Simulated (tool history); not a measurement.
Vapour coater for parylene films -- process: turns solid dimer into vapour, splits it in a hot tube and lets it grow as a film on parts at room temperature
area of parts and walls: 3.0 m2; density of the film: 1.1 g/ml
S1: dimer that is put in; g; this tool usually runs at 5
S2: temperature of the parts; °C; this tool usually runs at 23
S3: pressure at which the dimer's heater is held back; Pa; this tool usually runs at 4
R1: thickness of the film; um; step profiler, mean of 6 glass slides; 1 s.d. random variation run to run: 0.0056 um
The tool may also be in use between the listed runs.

run	hour	S1	S2	S3	R1
1	0	5	23	4	0.722
2	66.5	5	23	4	0.724
3	115.2	5	23	4	0.712
4	175.1	5	23	4	0.726
5	237.7	5	19	4	0.84
6	305.8	5	23	4	0.71
7	349.7	5	23	4	0.718
8	398.9	5	23	4	0.708
9	440.9	5	23	4	0.703
10	478.1	5	23	7.03	0.652
# hour 492.9: trap's valve overhauled
11	515.3	5	23	7.03	0.708
12	548.5	5	23	7.03	0.697
13	596.6	5	23	7.03	0.699
14	637.7	5	23	7.03	0.69
15	704.8	5	23	7.03	0.697
16	769.7	8	23	4	1.207
17	832.6	8	23	4	1.207
18	878.9	8	23	4	1.194
19	932.5	5	23	6.51	0.696
20	993.9	5	23	6.51	0.699
21	1045.5	5	23	3.1	0.775
22	1116	5	23	3.1	0.77
23	1145.1	5	29	4	0.596
24	1204.1	5	29	4	0.586
25	1262.4	5	29	8.96	0.523
26	1325	5	29	8.96	0.526
# hour 1373.4: table's thermometer calibrated
27	1385.6	5	16	4	0.915
28	1431.1	2	16	4	0.362
29	1489.5	5	18	2.07	0.925
30	1539.6	5	17	11.32	0.761
# hour 1567.3: trap's valve overhauled
31	1591.4	3	27	11.84	0.321
32	1624.7	3	18	2.66	0.576
33	1692.8	3	18	2.66	0.569
34	1726.5	2	32	2.8	0.22
35	1793	4	15	8.41	0.726
36	1849.5	4	15	8.41	0.724
37	1897.1	2	23	3.41	0.295
38	1930.5	2	20	3.41	0.352
39	1965.4	3	25	4.03	0.401
40	2025.5	3	25	4.03	0.404
41	2086.7	5	23	7.78	0.662
42	2130.3	5	23	2.52	0.778
43	2163.9	7	19	5.37	1.147
44	2213.1	5	30	5.55	0.526
45	2254.9	5	30	5.55	0.523
46	2317.4	3	24	2.44	0.452

Alternative continuations, all from the tool just after run 46; predict every row:
A	2353.2	5	17	4	?
B	2353.2	4	24	10.15	?
C	2353.2	6	27	10.32	?
D	2353.2	5	24	6.4	?

run	R1
A	0.925
B	0.483
C	0.647
D	0.641
What these runs would have given with no unlogged condition in the tool:
run	R1
A	0.943
B	0.493
C	0.659
D	0.653
